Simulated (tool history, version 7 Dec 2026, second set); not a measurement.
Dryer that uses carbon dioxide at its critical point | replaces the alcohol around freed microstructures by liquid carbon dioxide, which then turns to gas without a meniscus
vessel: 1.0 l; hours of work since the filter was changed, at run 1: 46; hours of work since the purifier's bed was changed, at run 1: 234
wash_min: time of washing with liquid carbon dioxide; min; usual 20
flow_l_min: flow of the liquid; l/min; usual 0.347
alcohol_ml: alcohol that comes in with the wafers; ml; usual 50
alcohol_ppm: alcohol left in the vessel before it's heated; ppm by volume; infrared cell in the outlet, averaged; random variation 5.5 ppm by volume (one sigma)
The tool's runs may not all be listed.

| run | hour | wash_min | flow_l_min | alcohol_ml | hours of work since the filter was changed | hours of work since the purifier's bed was changed | alcohol_ppm |
|---|---|---|---|---|---|---|---|
| 1 | 0 | 20 | 0.347 | 50 | 46 | 234 | 215 |
| 2 | 5.8 | 20 | 0.347 | 50 | 49 | 237 | 222 |
| 3 | 15.2 | 20 | 0.347 | 50 | 55 | 243 | 220 |
| 4 | 24.9 | 20 | 0.347 | 50 | 61 | 249 | 214 |
| 5 | 35.4 | 20 | 0.347 | 50 | 67 | 255 | 218 |
| 6 | 43 | 20 | 0.347 | 50 | 71 | 259 | 217 |
| 7 | 52.4 | 20 | 0.347 | 50 | 77 | 265 | 218 |
| 8 | 64 | 15 | 0.347 | 50 | 84 | 272 | 772 |
| 9 | 74.7 | 15 | 0.347 | 50 | 90 | 278 | 760 |
| 10 | 79.6 | 20 | 0.347 | 50 | 93 | 281 | 231 |
| 11 | 90 | 20 | 0.347 | 50 | 99 | 287 | 232 |
| 12 | 98.1 | 20 | 0.347 | 50 | 104 | 292 | 233 |
| 13 | 105.5 | 20 | 0.409 | 50 | 108 | 296 | 123 |
| 14 | 113.1 | 20 | 0.505 | 73 | 113 | 301 | 91 |
| 15 | 124.2 | 20 | 0.505 | 73 | 120 | 308 | 82 |
| 16 | 131.8 | 20 | 0.505 | 73 | 124 | 312 | 90 |
| 17 | 143.3 | 20 | 0.505 | 73 | 131 | 319 | 89 |
| 18 | 149.3 | 14 | 0.561 | 47 | 134 | 322 | 136 |
| 19 | 154.9 | 13 | 0.29 | 43 | 138 | 326 | 2203 |
| 20 | 165 | 20 | 0.443 | 21 | 144 | 332 | 86 |
| 21 | 170.4 | 20 | 0.443 | 21 | 147 | 335 | 94 |

The same runs without the tool's hidden state, with the same run-to-run variation:
The hidden state here: flow that reaches the vessel past the clogged filter, %; alcohol in the recycled carbon dioxide, ppm; drift of the gauge itself on alcohol_ppm, %.
| run | alcohol_ppm |
|---|---|
| 1 | 149 |
| 2 | 155 |
| 3 | 150 |
| 4 | 143 |
| 5 | 146 |
| 6 | 144 |
| 7 | 142 |
| 8 | 645 |
| 9 | 629 |
| 10 | 149 |
| 11 | 148 |
| 12 | 145 |
| 13 | 49 |
| 14 | 22 |
| 15 | 14 |
| 16 | 20 |
| 17 | 18 |
| 18 | 55 |
| 19 | 1919 |
| 20 | 12 |
| 21 | 19 |
